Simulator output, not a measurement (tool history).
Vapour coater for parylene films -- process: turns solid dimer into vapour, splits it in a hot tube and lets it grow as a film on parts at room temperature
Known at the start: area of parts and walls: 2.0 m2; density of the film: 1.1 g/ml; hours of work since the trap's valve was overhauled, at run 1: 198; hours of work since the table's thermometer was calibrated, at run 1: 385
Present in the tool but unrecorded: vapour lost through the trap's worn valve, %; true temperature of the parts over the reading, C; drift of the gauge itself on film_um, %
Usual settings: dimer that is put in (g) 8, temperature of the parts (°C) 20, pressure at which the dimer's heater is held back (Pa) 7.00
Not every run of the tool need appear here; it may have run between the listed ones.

| run | day | dimer that is put in (g) | temperature of the parts (°C) | pressure at which the dimer's heater is held back (Pa) | hours of work since the trap's valve was overhauled | hours of work since the table's thermometer was calibrated | thickness of the film (um) |
|---|---|---|---|---|---|---|---|
| 1 | 0.000 | 8 | 20 | 7.00 | 198 | 385 | 2.00 |
|  | 0.746 | trap's valve overhauled |
| 2 | 1.667 | 8 | 20 | 7.00 | 12 | 404 | 2.30 |
| 3 | 3.550 | 8 | 20 | 7.00 | 37 | 429 | 2.30 |
| 4 | 4.679 | 8 | 20 | 3.54 | 51 | 444 | 2.60 |
| 5 | 6.325 | 8 | 20 | 3.54 | 73 | 465 | 2.50 |
| 6 | 7.625 | 8 | 20 | 7.00 | 90 | 482 | 2.20 |
| 7 | 9.379 | 8 | 20 | 7.00 | 113 | 505 | 2.14 |
| 8 | 11.250 | 8 | 25 | 7.00 | 137 | 529 | 1.83 |
| 9 | 13.158 | 8 | 25 | 7.00 | 162 | 554 | 1.81 |
| 10 | 15.079 | 8 | 25 | 7.00 | 187 | 579 | 1.77 |
|  | 16.650 | trap's valve overhauled |
| 11 | 17.058 | 8 | 25 | 7.00 | 5 | 603 | 1.99 |
| 12 | 18.171 | 8 | 25 | 7.00 | 20 | 617 | 1.99 |
| 13 | 19.254 | 8 | 25 | 7.00 | 34 | 632 | 1.97 |
|  | 19.396 | table's thermometer calibrated |
| 14 | 20.579 | 8 | 25 | 7.00 | 51 | 15 | 1.92 |
| 15 | 22.525 | 8 | 25 | 7.00 | 76 | 41 | 1.88 |
| 16 | 23.821 | 8 | 25 | 7.00 | 93 | 58 | 1.87 |
| 17 | 24.954 | 10 | 28 | 2.49 | 108 | 73 | 2.55 |
|  | 26.129 | table's thermometer calibrated, once more |
| 18 | 26.779 | 7 | 28 | 2.49 | 131 | 9 | 1.80 |
| 19 | 28.425 | 6 | 14 | 11.80 | 153 | 30 | 1.72 |
| 20 | 30.225 | 8 | 28 | 10.35 | 176 | 53 | 1.49 |
| 21 | 31.450 | 8 | 28 | 10.35 | 192 | 69 | 1.47 |
|  | 32.562 | trap's valve overhauled |
| 22 | 32.892 | 8 | 28 | 6.08 | 4 | 86 | 1.88 |
| 23 | 34.429 | 8 | 28 | 6.08 | 24 | 106 | 1.84 |
| 24 | 35.975 | 11 | 19 | 6.08 | 45 | 126 | 3.32 |
| 25 | 36.917 | 11 | 19 | 6.08 | 57 | 139 | 3.29 |
| 26 | 38.429 | 8 | 14 | 4.88 | 77 | 158 | 2.90 |
| 27 | 40.229 | 4 | 16 | 4.88 | 100 | 182 | 1.34 |
| 28 | 42.162 | 4 | 16 | 4.88 | 125 | 207 | 1.29 |
| 29 | 43.446 | 12 | 24 | 8.54 | 142 | 224 | 2.72 |
| 30 | 44.904 | 12 | 24 | 8.54 | 161 | 243 | 2.69 |
| 31 | 45.883 | 9 | 21 | 4.09 | 174 | 256 | 2.52 |

Difference, measured minus no-hidden-state, one row per run. Run-to-run variation is common to both terms; the gauge's own scatter need not be:
| run | thickness of the film (um) |
|---|---|
| 1 | -0.38 |
| 2 | -0.04 |
| 3 | -0.07 |
| 4 | -0.11 |
| 5 | -0.15 |
| 6 | -0.16 |
| 7 | -0.19 |
| 8 | -0.20 |
| 9 | -0.24 |
| 10 | -0.27 |
| 11 | -0.03 |
| 12 | -0.05 |
| 13 | -0.07 |
| 14 | -0.11 |
| 15 | -0.14 |
| 16 | -0.17 |
| 17 | -0.25 |
| 18 | -0.18 |
| 19 | -0.21 |
| 20 | -0.21 |
| 21 | -0.23 |
| 22 | -0.02 |
| 23 | -0.04 |
| 24 | -0.12 |
| 25 | -0.15 |
| 26 | -0.17 |
| 27 | -0.10 |
| 28 | -0.13 |
| 29 | -0.30 |
| 30 | -0.34 |
| 31 | -0.34 |
